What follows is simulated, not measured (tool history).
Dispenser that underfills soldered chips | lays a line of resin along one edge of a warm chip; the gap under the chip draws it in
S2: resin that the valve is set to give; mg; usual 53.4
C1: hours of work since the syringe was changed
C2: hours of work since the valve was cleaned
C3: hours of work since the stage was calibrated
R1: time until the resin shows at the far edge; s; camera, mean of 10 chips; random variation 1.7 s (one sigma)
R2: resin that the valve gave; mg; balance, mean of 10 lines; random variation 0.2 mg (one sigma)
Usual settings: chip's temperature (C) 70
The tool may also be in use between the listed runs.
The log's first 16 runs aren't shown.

run 17 hour=55.7 | chip's_temperature_(C)=70 S2=53.4 | C1=7 C2=9 C3=60 | R1=258.9 R2=53.47
-- hour=57.6 new syringe of resin
run 18 hour=59.4 | chip's_temperature_(C)=70 S2=53.4 | C1=1 C2=12 C3=62 | R1=183.5 R2=53.12
run 19 hour=63.9 | chip's_temperature_(C)=64 S2=68.5 | C1=5 C2=15 C3=66 | R1=293.7 R2=67.91
run 20 hour=66.5 | chip's_temperature_(C)=67 S2=51.5 | C1=6 C2=17 C3=68 | R1=291.8 R2=51.16
-- hour=69.5 new syringe of resin
run 21 hour=70.2 | chip's_temperature_(C)=67 S2=51.5 | C1=1 C2=19 C3=70 | R1=205.4 R2=50.86
run 22 hour=73.2 | chip's_temperature_(C)=67 S2=51.5 | C1=3 C2=22 C3=72 | R1=229.6 R2=50.98
run 23 hour=76.8 | chip's_temperature_(C)=56 S2=53.4 | C1=5 C2=24 C3=75 | R1=496.5 R2=52.82
run 24 hour=79.7 | chip's_temperature_(C)=70 S2=58.2 | C1=7 C2=26 C3=77 | R1=253.7 R2=57.09
-- hour=81.7 new syringe of resin
run 25 hour=82.6 | chip's_temperature_(C)=70 S2=64.0 | C1=1 C2=28 C3=79 | R1=171.1 R2=62.91
run 26 hour=85.2 | chip's_temperature_(C)=71 S2=66.6 | C1=3 C2=30 C3=81 | R1=182.9 R2=65.69
run 27 hour=88.6 | chip's_temperature_(C)=83 S2=64.4 | C1=5 C2=32 C3=83 | R1=114.6 R2=63.32
run 28 hour=91.3 | chip's_temperature_(C)=59 S2=62.1 | C1=7 C2=34 C3=85 | R1=462.3 R2=61.18
-- hour=93.9 new syringe of resin
run 29 hour=96.0 | chip's_temperature_(C)=59 S2=62.1 | C1=2 C2=38 C3=88 | R1=332.4 R2=61.12
run 30 hour=98.1 | chip's_temperature_(C)=59 S2=62.1 | C1=3 C2=39 C3=90 | R1=363.2 R2=61.10
run 31 hour=100.9 | chip's_temperature_(C)=69 S2=48.1 | C1=5 C2=41 C3=92 | R1=246.8 R2=47.42
-- hour=105.9 new syringe of resin
run 32 hour=105.9 | chip's_temperature_(C)=69 S2=48.1 | C1=0 C2=44 C3=95 | R1=179.1 R2=47.09
run 33 hour=109.2 | chip's_temperature_(C)=68 S2=63.2 | C1=2 C2=47 C3=97 | R1=208.8 R2=61.91
run 34 hour=112.3 | chip's_temperature_(C)=69 S2=52.5 | C1=5 C2=49 C3=100 | R1=234.1 R2=51.53
run 35 hour=115.9 | chip's_temperature_(C)=71 S2=53.4 | C1=7 C2=52 C3=102 | R1=239.3 R2=51.85

Forecast each of these 3 alternatives for the next run:
-- hour=117.9 new syringe of resin
run A hour=120.2 | chip's_temperature_(C)=70 S2=59.6 | C1=2 C2=55 C3=105 | R1=? R2=?
-- hour=117.9 new syringe of resin
run B hour=120.2 | chip's_temperature_(C)=71 S2=52.1 | C1=2 C2=55 C3=105 | R1=? R2=?
-- hour=117.9 new syringe of resin
run C hour=120.2 | chip's_temperature_(C)=74 S2=59.2 | C1=2 C2=55 C3=105 | R1=? R2=?

run=A R1=179.5 R2=58.41
run=B R1=174.9 R2=50.97
run=C R1=146.6 R2=57.86
Without the tool's hidden state the same runs would have given:
run=A R1=159.4 R2=59.75
run=B R1=155.1 R2=52.14
run=C R1=130.3 R2=59.18
